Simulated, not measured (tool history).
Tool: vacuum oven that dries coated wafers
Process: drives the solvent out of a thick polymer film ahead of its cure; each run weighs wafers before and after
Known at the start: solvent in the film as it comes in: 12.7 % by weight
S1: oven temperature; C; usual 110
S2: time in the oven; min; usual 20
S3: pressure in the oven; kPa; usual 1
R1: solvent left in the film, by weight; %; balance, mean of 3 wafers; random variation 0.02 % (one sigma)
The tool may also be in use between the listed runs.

| run | hour | S1 | S2 | S3 | R1 |
|---|---|---|---|---|---|
| 1 | 0 | 110 | 20 | 1 | 2.12 |
| 2 | 17 | 110 | 17 | 1 | 2.63 |
| 3 | 28 | 110 | 20 | 3.05 | 2.97 |
| 4 | 39.7 | 110 | 20 | 2.82 | 2.87 |
| 5 | 49.8 | 97 | 20 | 1 | 3.92 |
| 6 | 59 | 120 | 24 | 1 | 0.84 |
| 7 | 77.3 | 116 | 20 | 0.74 | 1.42 |
| 8 | 94 | 119 | 20 | 0.58 | 1.06 |
| 9 | 109.7 | 107 | 23 | 2.8 | 2.94 |
| 10 | 123.8 | 117 | 12 | 1.67 | 3.11 |

Forecast each of these 4 alternatives for the next run:
| A | 138.6 | 111 | 20 | 3.32 | ? |
| B | 138.6 | 117 | 16 | 1.67 | ? |
| C | 138.6 | 117 | 22 | 3.07 | ? |
| D | 138.6 | 120 | 13 | 2.54 | ? |

| run | R1 |
|---|---|
| A | 2.99 |
| B | 2.2 |
| C | 1.95 |
| D | 2.69 |
Without the tool's hidden state the same runs would have given:
| run | R1 |
|---|---|
| A | 3.14 |
| B | 2.32 |
| C | 2.05 |
| D | 2.83 |
